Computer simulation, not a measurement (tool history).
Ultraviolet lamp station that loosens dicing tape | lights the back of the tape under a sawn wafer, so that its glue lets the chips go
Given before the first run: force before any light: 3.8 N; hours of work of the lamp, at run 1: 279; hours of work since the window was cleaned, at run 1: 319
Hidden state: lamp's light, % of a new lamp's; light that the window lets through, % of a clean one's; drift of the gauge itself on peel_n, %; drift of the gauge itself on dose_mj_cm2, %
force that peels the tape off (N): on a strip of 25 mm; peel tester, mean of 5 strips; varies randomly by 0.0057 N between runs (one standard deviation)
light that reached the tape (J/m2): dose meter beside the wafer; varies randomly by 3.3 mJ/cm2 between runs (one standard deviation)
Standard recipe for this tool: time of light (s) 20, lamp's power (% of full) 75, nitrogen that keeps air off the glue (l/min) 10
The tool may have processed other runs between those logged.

| run | day | time of light (s) | lamp's power (% of full) | nitrogen that keeps air off the glue (l/min) | hours of work of the lamp | hours of work since the window was cleaned | force that peels the tape off (N) | light that reached the tape (J/m2) |
|---|---|---|---|---|---|---|---|---|
| 1 | 0.000 | 20 | 75 | 10 | 279 | 319 | 0.212 | 4290 |
| 2 | 1.671 | 20 | 75 | 10 | 298 | 338 | 0.225 | 4240 |
| 3 | 4.004 | 20 | 75 | 10 | 324 | 364 | 0.238 | 4150 |
| 4 | 6.504 | 20 | 75 | 10 | 352 | 392 | 0.230 | 4150 |
| 5 | 7.779 | 20 | 75 | 10 | 366 | 406 | 0.233 | 4030 |
| 6 | 9.392 | 20 | 75 | 10 | 384 | 424 | 0.241 | 3990 |
| 7 | 10.617 | 20 | 75 | 10 | 398 | 438 | 0.251 | 3980 |
|  | 10.754 | window cleaned of glue's vapour |
| 8 | 11.800 | 20 | 75 | 10 | 411 | 12 | 0.274 | 3750 |
| 9 | 14.650 | 15 | 75 | 10 | 443 | 44 | 0.538 | 2710 |
| 10 | 15.992 | 15 | 75 | 10 | 458 | 59 | 0.551 | 2720 |
| 11 | 17.929 | 20 | 75 | 10 | 480 | 80 | 0.322 | 3550 |
| 12 | 19.242 | 35 | 75 | 10 | 494 | 95 | 0.102 | 6200 |
| 13 | 20.500 | 35 | 75 | 10 | 508 | 109 | 0.103 | 6170 |
| 14 | 21.962 | 35 | 75 | 10 | 525 | 126 | 0.109 | 6050 |
| 15 | 24.625 | 20 | 75 | 10 | 555 | 155 | 0.338 | 3410 |
|  | 24.983 | window cleaned of glue's vapour, once more |
| 16 | 25.842 | 20 | 75 | 10 | 568 | 10 | 0.180 | 4540 |
| 17 | 28.350 | 20 | 75 | 10 | 596 | 38 | 0.205 | 4480 |

Run 18 is up next; what results do you expect?
| 18 | 30.171 | 20 | 75 | 8 | 616 | 58 | ? | ? |

{"run 18": {"force that peels the tape off (N)": 0.235, "light that reached the tape (J/m2)": 4420}}
If the tool had no hidden condition, the same run with the same run-to-run variation would have returned force that peels the tape off (N) 0.161, light that reached the tape (J/m2) 5200.

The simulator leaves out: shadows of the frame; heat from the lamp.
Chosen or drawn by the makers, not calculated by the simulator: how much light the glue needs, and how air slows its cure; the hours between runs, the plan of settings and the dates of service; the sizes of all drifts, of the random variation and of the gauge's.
